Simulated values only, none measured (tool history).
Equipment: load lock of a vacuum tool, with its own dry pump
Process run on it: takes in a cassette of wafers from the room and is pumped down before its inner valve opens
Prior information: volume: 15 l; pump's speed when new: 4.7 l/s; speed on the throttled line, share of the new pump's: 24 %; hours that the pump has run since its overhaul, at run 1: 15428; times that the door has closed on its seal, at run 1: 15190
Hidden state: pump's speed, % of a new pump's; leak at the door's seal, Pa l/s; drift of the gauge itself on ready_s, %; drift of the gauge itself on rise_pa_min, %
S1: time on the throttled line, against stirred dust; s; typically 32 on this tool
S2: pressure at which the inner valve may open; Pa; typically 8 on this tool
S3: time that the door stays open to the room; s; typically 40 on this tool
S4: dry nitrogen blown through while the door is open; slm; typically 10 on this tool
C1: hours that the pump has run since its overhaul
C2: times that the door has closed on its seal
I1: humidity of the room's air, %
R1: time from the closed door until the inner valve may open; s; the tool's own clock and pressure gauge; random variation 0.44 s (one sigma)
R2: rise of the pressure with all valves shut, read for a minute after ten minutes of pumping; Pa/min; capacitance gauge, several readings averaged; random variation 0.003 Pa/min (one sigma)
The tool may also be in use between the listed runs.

| run | hour | S1 | S2 | S3 | S4 | C1 | C2 | I1 | R1 | R2 |
|---|---|---|---|---|---|---|---|---|---|---|
| 1 | 0.0 | 32 | 8 | 40 | 10 | 15428 | 15190 | 42.6 | 58.2 | 0.063 |
| 2 | 521.6 | 32 | 8 | 40 | 10 | 15949 | 16086 | 44.9 | 57.7 | 0.072 |
| 3 | 1112.0 | 20 | 8 | 40 | 10 | 16540 | 17102 | 45.6 | 49.4 | 0.070 |
| 4 | 1431.4 | 20 | 8 | 40 | 10 | 16859 | 17651 | 42.2 | 48.5 | 0.076 |
| 5 | 2072.8 | 20 | 8 | 40 | 10 | 17501 | 18754 | 45.5 | 48.7 | 0.079 |
| 6 | 2728.6 | 36 | 8 | 40 | 10 | 18156 | 19881 | 47.3 | 61.1 | 0.088 |
| 7 | 3282.2 | 32 | 8 | 40 | 10 | 18710 | 20833 | 46.5 | 58.2 | 0.089 |
|  | 3921.8 | dry pump taken out, an overhauled one fitted |
| 8 | 3962.7 | 32 | 8 | 40 | 10 | 41 | 21993 | 46.2 | 54.1 | 0.095 |
| 9 | 4341.1 | 32 | 8 | 164 | 10 | 419 | 22643 | 43.2 | 54.8 | 0.109 |
| 10 | 4914.7 | 32 | 8 | 40 | 10 | 993 | 23629 | 44.0 | 55.5 | 0.099 |
| 11 | 5498.2 | 32 | 8 | 40 | 10 | 1576 | 24633 | 48.8 | 54.7 | 0.111 |
| 12 | 5903.0 | 32 | 8 | 40 | 10 | 1981 | 25329 | 48.2 | 54.4 | 0.109 |
| 13 | 6575.1 | 32 | 15 | 40 | 10 | 2653 | 26484 | 42.7 | 52.8 | 0.113 |
| 14 | 6863.6 | 32 | 8 | 40 | 10 | 2942 | 26980 | 43.6 | 55.3 | 0.114 |
| 15 | 7364.7 | 32 | 8 | 40 | 10 | 3443 | 27842 | 45.7 | 54.3 | 0.127 |
| 16 | 7987.4 | 32 | 8 | 40 | 10 | 4066 | 28912 | 44.7 | 54.9 | 0.122 |
| 17 | 8274.8 | 32 | 8 | 40 | 10 | 4353 | 29406 | 46.4 | 55.0 | 0.131 |
| 18 | 8639.1 | 32 | 8 | 26 | 10 | 4717 | 30033 | 49.4 | 56.6 | 0.127 |
| 19 | 9209.4 | 32 | 8 | 42 | 10 | 5288 | 31013 | 43.8 | 56.0 | 0.134 |
| 20 | 9549.8 | 32 | 8 | 42 | 10 | 5628 | 31599 | 44.6 | 55.1 | 0.134 |
| 21 | 10163.3 | 19 | 15 | 42 | 10 | 6241 | 32653 | 42.1 | 43.5 | 0.143 |
| 22 | 10666.4 | 33 | 15 | 42 | 10 | 6745 | 33518 | 44.7 | 54.1 | 0.140 |
| 23 | 11172.0 | 33 | 15 | 42 | 10 | 7250 | 34388 | 48.9 | 54.7 | 0.156 |
| 24 | 11703.3 | 32 | 16 | 26 | 10 | 7781 | 35301 | 42.9 | 53.8 | 0.151 |
| 25 | 11994.7 | 32 | 16 | 26 | 10 | 8073 | 35802 | 46.3 | 53.2 | 0.160 |
| 26 | 12431.1 | 32 | 9 | 40 | 9 | 8509 | 36552 | 47.0 | 55.5 | 0.169 |
| 27 | 12745.1 | 21 | 8 | 63 | 10 | 8823 | 37092 | 46.7 | 48.0 | 0.179 |
| 28 | 13288.3 | 21 | 8 | 63 | 10 | 9366 | 38026 | 42.6 | 48.7 | 0.171 |
| 29 | 13651.8 | 21 | 8 | 63 | 10 | 9730 | 38651 | 46.3 | 49.0 | 0.183 |
| 30 | 14041.8 | 32 | 6 | 150 | 34 | 10120 | 39322 | 45.9 | 57.4 | 0.176 |
| 31 | 14658.6 | 32 | 13 | 178 | 10 | 10737 | 40382 | 44.8 | 54.2 | 0.205 |
| 32 | 15274.9 | 32 | 13 | 178 | 10 | 11353 | 41442 | 45.3 | 54.7 | 0.205 |
| 33 | 15674.4 | 32 | 13 | 27 | 9 | 11753 | 42129 | 45.4 | 55.6 | 0.196 |
| 34 | 16208.0 | 32 | 12 | 40 | 10 | 12286 | 43046 | 42.0 | 56.0 | 0.202 |
| 35 | 16631.9 | 25 | 12 | 40 | 45 | 12710 | 43775 | 43.3 | 51.1 | 0.194 |
| 36 | 17084.9 | 25 | 12 | 40 | 45 | 13163 | 44554 | 45.3 | 50.2 | 0.201 |

3 options for the next run, each taken on its own from the tool as it stands now. Forecast them:
| A | 17747.8 | 25 | 12 | 40 | 12 | 13826 | 45694 | 46.2 | ? | ? |
| B | 17747.8 | 33 | 14 | 40 | 6 | 13826 | 45694 | 42.5 | ? | ? |
| C | 17747.8 | 25 | 9 | 43 | 14 | 13826 | 45694 | 45.7 | ? | ? |

| run | R1 | R2 |
|---|---|---|
| A | 50.8 | 0.224 |
| B | 56.2 | 0.225 |
| C | 51.3 | 0.219 |
Take away the tool's hidden state, keep each run's random variation, and the runs would have read:
| run | R1 | R2 |
|---|---|---|
| A | 48.0 | 0.033 |
| B | 53.7 | 0.038 |
| C | 48.4 | 0.031 |
